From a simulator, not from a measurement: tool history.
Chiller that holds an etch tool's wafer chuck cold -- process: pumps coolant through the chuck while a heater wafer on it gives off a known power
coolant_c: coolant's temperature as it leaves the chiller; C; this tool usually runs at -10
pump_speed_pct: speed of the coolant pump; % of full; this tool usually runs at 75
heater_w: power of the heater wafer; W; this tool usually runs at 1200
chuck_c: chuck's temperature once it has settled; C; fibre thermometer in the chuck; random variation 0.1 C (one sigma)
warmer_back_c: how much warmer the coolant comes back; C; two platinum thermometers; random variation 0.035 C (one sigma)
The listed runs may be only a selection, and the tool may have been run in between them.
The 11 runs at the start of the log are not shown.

run   hour  coolant_c  pump_speed_pct  heater_w  hours since the coolant was changed and the channels were flushed  hours since the pump was overhauled  hours since the chiller's thermometer was calibrated  chuck_c  warmer_back_c
 12  273.1        -10              67      1170                                                               1996                                  804                                                   804      3.3           6.92
 13  299.3        -10              67      1170                                                               2022                                  830                                                   830      3.6           6.95
 14  317.5         -3              75      1200                                                               2041                                  848                                                   848      9.6           6.30
 15  350.0         -9              75      1200                                                               2073                                  881                                                   881      3.4           6.24
 16  375.6         -9              75      1200                                                               2099                                  906                                                   906      3.7           6.22
 17  398.6         -9              75      1200                                                               2122                                  929                                                   929      3.7           6.23
 18  428.8        -13              75      1200                                                               2152                                  959                                                   959     -0.3           6.24
 19  459.0        -10              99       973                                                               2182                                  990                                                   990     -1.6           3.69
 20  477.3         -7              78      1200                                                               2200                                 1008                                                  1008      5.3           5.96
 21  496.8         -7              78      1200                                                               2220                                 1027                                                  1027      5.3           6.06
 22  530.3         -7              78       986                                                               2253                                 1061                                                  1061      3.2           4.95
 23  553.6         -3              84      1200                                                               2277                                 1084                                                  1084      8.8           5.54
 24  583.5         -6              86      1200                                                               2307                                 1114                                                  1114      5.4           5.44
 25  601.3        -10              71       709                                                               2324                                 1132                                                  1132     -1.9           3.96
 26  621.6        -10              71       709                                                               2345                                 1152                                                  1152     -2.0           3.98
 27  646.2        -14              94      1557                                                               2369                                 1177                                                  1177     -0.1           6.32
 28  664.2        -14              94      1557                                                               2387                                 1195                                                  1195     -0.1           6.36
 29  699.8        -20              75       627                                                               2423                                 1230                                                  1230    -13.0           3.30
 30  734.4        -20              75       627                                                               2457                                 1265                                                  1265    -12.9           3.30
 31  754.4        -20              75       627                                                               2477                                 1285                                                  1285    -13.2           3.35
 32  770.7        -20              75       627                                                               2494                                 1301                                                  1301    -13.2           3.36
 33  790.6        -20              75       627                                                               2514                                 1321                                                  1321    -13.1           3.29

Alternative continuations, all from the tool just after run 33; predict every row:
  A  823.3        -10              75      1186                                                               2546                                 1354                                                  1354        ?              ?
  B  823.3        -11              75       741                                                               2546                                 1354                                                  1354        ?              ?
  C  823.3         -1              74       627                                                               2546                                 1354                                                  1354        ?              ?

run  chuck_c  warmer_back_c
  A      2.6           6.29
  B     -2.8           3.95
  C      6.0           3.33
What these runs would have given with no unlogged condition in the tool:
run  chuck_c  warmer_back_c
  A      1.2           5.99
  B     -3.9           3.76
  C      5.1           3.17
